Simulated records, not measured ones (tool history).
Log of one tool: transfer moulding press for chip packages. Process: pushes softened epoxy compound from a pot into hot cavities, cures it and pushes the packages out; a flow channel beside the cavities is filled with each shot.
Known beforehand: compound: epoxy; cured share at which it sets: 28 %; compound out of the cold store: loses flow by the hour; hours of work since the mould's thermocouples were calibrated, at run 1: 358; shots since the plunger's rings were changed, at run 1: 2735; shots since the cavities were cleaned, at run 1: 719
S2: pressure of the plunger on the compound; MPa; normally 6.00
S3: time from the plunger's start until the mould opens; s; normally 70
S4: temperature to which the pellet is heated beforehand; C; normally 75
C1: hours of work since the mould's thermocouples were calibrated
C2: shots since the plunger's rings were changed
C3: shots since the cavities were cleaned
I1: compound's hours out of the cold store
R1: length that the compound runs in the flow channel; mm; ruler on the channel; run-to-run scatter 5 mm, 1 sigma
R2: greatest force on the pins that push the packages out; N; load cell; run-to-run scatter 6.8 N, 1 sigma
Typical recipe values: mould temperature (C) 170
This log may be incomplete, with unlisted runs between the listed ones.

run 1 hour=0.0 | mould_temperature_(C)=170 S2=6.00 S3=70 S4=75 | C1=358 C2=2735 C3=719 | I1=39.0 | R1=733 R2=285
-- hour=3.1 cavities cleaned with cleaning compound and waxed
run 2 hour=12.0 | mould_temperature_(C)=170 S2=6.00 S3=70 S4=75 | C1=365 C2=2905 C3=144 | I1=14.3 | R1=820 R2=282
run 3 hour=22.2 | mould_temperature_(C)=170 S2=6.00 S3=70 S4=75 | C1=371 C2=3069 C3=308 | I1=36.9 | R1=734 R2=278
run 4 hour=36.9 | mould_temperature_(C)=170 S2=6.00 S3=93 S4=75 | C1=380 C2=3307 C3=546 | I1=38.1 | R1=727 R2=252
-- hour=50.7 cavities cleaned with cleaning compound and waxed
run 5 hour=55.6 | mould_temperature_(C)=170 S2=6.00 S3=70 S4=75 | C1=391 C2=3585 C3=79 | I1=20.0 | R1=794 R2=276
run 6 hour=64.9 | mould_temperature_(C)=170 S2=6.00 S3=70 S4=75 | C1=397 C2=3735 C3=229 | I1=29.6 | R1=759 R2=273
run 7 hour=79.0 | mould_temperature_(C)=170 S2=6.00 S3=70 S4=75 | C1=406 C2=3961 C3=455 | I1=11.1 | R1=843 R2=288
run 8 hour=88.2 | mould_temperature_(C)=170 S2=6.00 S3=70 S4=75 | C1=411 C2=4111 C3=605 | I1=16.1 | R1=810 R2=293
-- hour=98.0 cavities cleaned with cleaning compound and waxed
run 9 hour=106.2 | mould_temperature_(C)=170 S2=6.00 S3=70 S4=75 | C1=422 C2=4376 C3=131 | I1=22.7 | R1=786 R2=290
run 10 hour=124.9 | mould_temperature_(C)=170 S2=6.00 S3=70 S4=75 | C1=434 C2=4679 C3=434 | I1=18.4 | R1=809 R2=278
run 11 hour=139.2 | mould_temperature_(C)=170 S2=6.00 S3=70 S4=75 | C1=443 C2=4910 C3=665 | I1=20.3 | R1=796 R2=277
-- hour=146.6 plunger's sealing rings changed
-- hour=148.1 cavities cleaned with cleaning compound and waxed
run 12 hour=159.9 | mould_temperature_(C)=170 S2=6.00 S3=70 S4=75 | C1=453 C2=191 C3=191 | I1=38.9 | R1=725 R2=270
run 13 hour=172.8 | mould_temperature_(C)=170 S2=6.00 S3=70 S4=75 | C1=461 C2=398 C3=398 | I1=25.6 | R1=771 R2=276
run 14 hour=182.4 | mould_temperature_(C)=170 S2=5.88 S3=70 S4=75 | C1=467 C2=554 C3=554 | I1=22.1 | R1=777 R2=278
run 15 hour=191.0 | mould_temperature_(C)=176 S2=5.21 S3=70 S4=85 | C1=473 C2=692 C3=692 | I1=42.6 | R1=636 R2=250
-- hour=195.5 cavities cleaned with cleaning compound and waxed
run 16 hour=209.7 | mould_temperature_(C)=170 S2=4.57 S3=81 S4=70 | C1=483 C2=971 C3=230 | I1=19.9 | R1=704 R2=262
run 17 hour=220.9 | mould_temperature_(C)=170 S2=4.57 S3=81 S4=70 | C1=490 C2=1151 C3=410 | I1=15.8 | R1=722 R2=261
run 18 hour=232.9 | mould_temperature_(C)=170 S2=4.57 S3=81 S4=70 | C1=498 C2=1344 C3=603 | I1=23.8 | R1=688 R2=262
run 19 hour=240.6 | mould_temperature_(C)=168 S2=4.57 S3=80 S4=82 | C1=503 C2=1469 C3=728 | I1=35.2 | R1=644 R2=272
-- hour=243.1 cavities cleaned with cleaning compound and waxed
run 20 hour=251.7 | mould_temperature_(C)=168 S2=4.57 S3=80 S4=82 | C1=509 C2=1625 C3=140 | I1=39.2 | R1=629 R2=266
run 21 hour=263.7 | mould_temperature_(C)=170 S2=6.00 S3=70 S4=79 | C1=516 C2=1818 C3=333 | I1=22.7 | R1=782 R2=288
run 22 hour=276.7 | mould_temperature_(C)=170 S2=6.00 S3=91 S4=83 | C1=525 C2=2028 C3=543 | I1=45.9 | R1=708 R2=256
-- hour=291.2 cavities cleaned with cleaning compound and waxed
run 23 hour=297.1 | mould_temperature_(C)=168 S2=5.01 S3=81 S4=81 | C1=536 C2=2332 C3=94 | I1=19.7 | R1=734 R2=268
run 24 hour=305.6 | mould_temperature_(C)=167 S2=5.09 S3=93 S4=83 | C1=542 C2=2471 C3=233 | I1=33.8 | R1=694 R2=255
run 25 hour=320.4 | mould_temperature_(C)=169 S2=6.00 S3=99 S4=83 | C1=551 C2=2709 C3=471 | I1=36.4 | R1=733 R2=260
run 26 hour=334.8 | mould_temperature_(C)=177 S2=5.56 S3=96 S4=84 | C1=560 C2=2941 C3=703 | I1=19.1 | R1=741 R2=256

What will run 27 give?
-- hour=338.7 cavities cleaned with cleaning compound and waxed
run 27 hour=353.1 | mould_temperature_(C)=165 S2=5.17 S3=70 S4=84 | C1=571 C2=3213 C3=232 | I1=33.6 | R1=? R2=?

R1: 704 mm
R2: 342 N
On a tool with no hidden condition, and with the same random variation, this run would have come out at R1 705 mm, R2 340 N.

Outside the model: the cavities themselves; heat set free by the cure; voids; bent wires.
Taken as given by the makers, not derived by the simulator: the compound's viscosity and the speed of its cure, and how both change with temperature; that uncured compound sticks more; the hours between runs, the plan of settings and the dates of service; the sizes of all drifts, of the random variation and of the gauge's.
